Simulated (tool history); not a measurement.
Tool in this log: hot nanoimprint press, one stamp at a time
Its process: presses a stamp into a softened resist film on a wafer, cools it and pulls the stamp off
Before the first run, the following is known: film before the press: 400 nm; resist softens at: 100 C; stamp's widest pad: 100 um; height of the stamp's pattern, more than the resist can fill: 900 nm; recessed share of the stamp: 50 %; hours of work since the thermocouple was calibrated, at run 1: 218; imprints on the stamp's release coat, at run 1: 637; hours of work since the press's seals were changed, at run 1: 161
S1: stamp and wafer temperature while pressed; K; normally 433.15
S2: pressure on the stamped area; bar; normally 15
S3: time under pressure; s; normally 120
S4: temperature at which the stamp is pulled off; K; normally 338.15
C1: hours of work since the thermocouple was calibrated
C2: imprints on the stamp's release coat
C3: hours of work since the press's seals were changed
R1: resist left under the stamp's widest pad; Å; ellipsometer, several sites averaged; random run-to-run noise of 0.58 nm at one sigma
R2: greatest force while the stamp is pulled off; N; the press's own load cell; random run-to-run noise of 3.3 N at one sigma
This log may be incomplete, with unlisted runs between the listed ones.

Run 1, hour 0: usual settings; C1 218; C2 637; C3 161. Result: R1 1470 Å, R2 243 N.
Run 2, hour 10.6: usual settings; C1 224; C2 664; C3 166. Result: R1 1464 Å, R2 243 N.
Run 3, hour 28.3: usual settings but S4 342.15 K; C1 233; C2 709; C3 175. Result: R1 1471 Å, R2 228 N.
Run 4, hour 46.5: usual settings but S4 342.15 K; C1 242; C2 755; C3 184. Result: R1 1456 Å, R2 225 N.
Run 5, hour 58.5: usual settings but S4 323.15 K; C1 248; C2 786; C3 190. Result: R1 1464 Å, R2 355 N.
At hour 62.5: plate thermocouple calibrated.
Run 6, hour 72.4: usual settings but S4 323.15 K; C1 5; C2 813; C3 196. Result: R1 1475 Å, R2 355 N.
Run 7, hour 92.5: usual settings but S4 323.15 K; C1 15; C2 864; C3 206. Result: R1 1453 Å, R2 359 N.
At hour 106.2: stamp cleaned and given a new release coat.
At hour 110.4: plate thermocouple calibrated, once more.
Run 8, hour 120.8: usual settings but S4 323.15 K; C1 5; C2 30; C3 216. Result: R1 1505 Å, R2 323 N.
Run 9, hour 136.6: usual settings but S3 206 s; C1 13; C2 70; C3 224. Result: R1 1255 Å, R2 232 N.
Run 10, hour 152.9: usual settings but S3 206 s; C1 22; C2 111; C3 232. Result: R1 1246 Å, R2 231 N.
Run 11, hour 161.9: usual settings but S3 206 s; C1 26; C2 134; C3 237. Result: R1 1248 Å, R2 227 N.
Run 12, hour 171.6: usual settings but S1 440.15 K, S2 18.6 bar, S3 91 s; C1 31; C2 159; C3 242. Result: R1 1150 Å, R2 229 N.
Run 13, hour 183.8: usual settings but S1 440.15 K, S2 18.6 bar, S3 91 s; C1 37; C2 190; C3 248. Result: R1 1145 Å, R2 233 N.
Run 14, hour 201.1: usual settings but S1 435.15 K, S2 15.5 bar, S3 125 s; C1 46; C2 234; C3 257. Result: R1 1357 Å, R2 236 N.
Run 15, hour 220.2: usual settings but S1 444.15 K; C1 56; C2 282; C3 266. Result: R1 1058 Å, R2 239 N.
Run 16, hour 232.9: usual settings but S3 131 s; C1 62; C2 314; C3 273. Result: R1 1457 Å, R2 240 N.
Run 17, hour 244.3: usual settings but S3 131 s; C1 68; C2 343; C3 278. Result: R1 1462 Å, R2 240 N.

What if the next run were any one of these 4? Each begins from the tool's condition after run 17:
Run A, hour 256.7: usual settings but S2 10 bar, S3 114 s, S4 334.15 K; C1 74; C2 374; C3 285. Result: R1 ?, R2 ?.
Run B, hour 256.7: usual settings but S2 9.2 bar, S3 131 s, S4 344.15 K; C1 74; C2 374; C3 285. Result: R1 ?, R2 ?.
Run C, hour 256.7: usual settings but S3 118 s; C1 74; C2 374; C3 285. Result: R1 ?, R2 ?.
Run D, hour 256.7: usual settings but S2 10.6 bar, S3 131 s; C1 74; C2 374; C3 285. Result: R1 ?, R2 ?.

run    R1   R2
  A  1929  268
  B  1945  209
  C  1520  244
  D  1781  236
Take away the tool's hidden state, keep each run's random variation, and the runs would have read:
run    R1   R2
  A  1910  252
  B  1927  196
  C  1497  229
  D  1762  222

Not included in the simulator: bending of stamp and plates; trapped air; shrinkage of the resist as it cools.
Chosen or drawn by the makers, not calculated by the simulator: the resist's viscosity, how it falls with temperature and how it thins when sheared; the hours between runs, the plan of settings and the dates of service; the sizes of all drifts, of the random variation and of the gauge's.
